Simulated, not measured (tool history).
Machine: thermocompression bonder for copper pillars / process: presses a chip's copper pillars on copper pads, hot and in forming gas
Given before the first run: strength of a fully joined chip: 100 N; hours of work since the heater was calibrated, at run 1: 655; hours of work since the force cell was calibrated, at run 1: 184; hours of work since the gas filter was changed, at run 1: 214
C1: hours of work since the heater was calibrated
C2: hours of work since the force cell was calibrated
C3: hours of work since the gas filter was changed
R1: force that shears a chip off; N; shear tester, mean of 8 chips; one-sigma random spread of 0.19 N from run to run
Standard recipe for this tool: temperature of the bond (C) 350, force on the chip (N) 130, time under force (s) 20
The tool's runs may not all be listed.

Run 1, hour 0: usual settings; C1 655; C2 184; C3 214. Result: R1 37.5 N.
Run 2, hour 13.1: usual settings; C1 663; C2 192; C3 222. Result: R1 37.6 N.
Run 3, hour 27.5: usual settings; C1 673; C2 202; C3 232. Result: R1 37.5 N.
Run 4, hour 51.7: usual settings; C1 688; C2 217; C3 247. Result: R1 37.2 N.
Run 5, hour 63.2: usual settings; C1 696; C2 225; C3 255. Result: R1 37.3 N.
Run 6, hour 87.7: usual settings; C1 712; C2 241; C3 271. Result: R1 37.3 N.
Run 7, hour 102.4: usual settings; C1 721; C2 250; C3 280. Result: R1 37.3 N.
At hour 125.9: forming gas filter changed.
Run 8, hour 126.4: usual settings; C1 736; C2 265; C3 0. Result: R1 38.6 N.
Run 9, hour 144.8: usual settings; C1 748; C2 277; C3 12. Result: R1 38.6 N.
Run 10, hour 161.8: usual settings; C1 759; C2 288; C3 23. Result: R1 38.6 N.
Run 11, hour 176.7: usual settings but force on the chip (N) 90; C1 769; C2 298; C3 33. Result: R1 30.7 N.
Run 12, hour 196: usual settings but force on the chip (N) 90; C1 781; C2 310; C3 45. Result: R1 30.7 N.
Run 13, hour 218.3: usual settings but force on the chip (N) 110; C1 796; C2 325; C3 60. Result: R1 34.6 N.
Run 14, hour 244.3: usual settings but force on the chip (N) 110; C1 813; C2 342; C3 77. Result: R1 34.6 N.
Run 15, hour 262.9: usual settings but force on the chip (N) 110, time under force (s) 59; C1 825; C2 354; C3 89. Result: R1 51.7 N.
Run 16, hour 287.5: usual settings but force on the chip (N) 110, time under force (s) 59; C1 841; C2 370; C3 105. Result: R1 51.4 N.
Run 17, hour 310.6: usual settings but force on the chip (N) 110, time under force (s) 59; C1 856; C2 385; C3 120. Result: R1 51.4 N.
Run 18, hour 321.4: usual settings but time under force (s) 45; C1 863; C2 392; C3 127. Result: R1 51.5 N.
Run 19, hour 347.7: usual settings but temperature of the bond (C) 328, time under force (s) 24; C1 880; C2 409; C3 144. Result: R1 32.6 N.
At hour 351.7: heater calibrated with a thermocouple chip.
Run 20, hour 374.7: usual settings but temperature of the bond (C) 328, time under force (s) 24; C1 15; C2 425; C3 160. Result: R1 33.6 N.
Run 21, hour 394: usual settings but force on the chip (N) 147, time under force (s) 32; C1 27; C2 438; C3 173. Result: R1 49.4 N.
Run 22, hour 419.5: usual settings but force on the chip (N) 147, time under force (s) 32; C1 44; C2 454; C3 189. Result: R1 49.6 N.
Run 23, hour 443: usual settings but force on the chip (N) 147, time under force (s) 32; C1 59; C2 469; C3 204. Result: R1 49.7 N.
Run 24, hour 465.2: usual settings but force on the chip (N) 101; C1 74; C2 484; C3 219. Result: R1 33 N.
At hour 476.6: heater calibrated with a thermocouple chip, once more.
Run 25, hour 483.6: usual settings but force on the chip (N) 140, time under force (s) 10; C1 4; C2 494; C3 229. Result: R1 28.5 N.
Run 26, hour 510.2: usual settings but temperature of the bond (C) 380, force on the chip (N) 147, time under force (s) 10; C1 22; C2 512; C3 247. Result: R1 39.5 N.
Run 27, hour 527.4: usual settings but temperature of the bond (C) 345, force on the chip (N) 189, time under force (s) 10; C1 33; C2 523; C3 258. Result: R1 32.2 N.
Run 28, hour 538.5: usual settings but temperature of the bond (C) 337, force on the chip (N) 189, time under force (s) 10; C1 40; C2 530; C3 265. Result: R1 29.9 N.

What if the next run were any one of these 5? Each begins from the tool's condition after run 28:
Run A, hour 563.8: usual settings but temperature of the bond (C) 337, force on the chip (N) 189, time under force (s) 11; C1 57; C2 546; C3 281. Result: R1 ?.
Run B, hour 563.8: usual settings but temperature of the bond (C) 370, force on the chip (N) 83, time under force (s) 10; C1 57; C2 546; C3 281. Result: R1 ?.
Run C, hour 563.8: usual settings but time under force (s) 37; C1 57; C2 546; C3 281. Result: R1 ?.
Run D, hour 563.8: usual settings but temperature of the bond (C) 328, force on the chip (N) 174, time under force (s) 10; C1 57; C2 546; C3 281. Result: R1 ?.
Run E, hour 563.8: usual settings but temperature of the bond (C) 377, force on the chip (N) 169, time under force (s) 51; C1 57; C2 546; C3 281. Result: R1 ?.

run    R1
  A  30.7
  B  24.4
  C  44.7
  D  25.3
  E  68.8
Had the tool no hidden state, the same runs would have come out as:
run    R1
  A  32.3
  B  25.7
  C    47
  D  26.6
  E    72
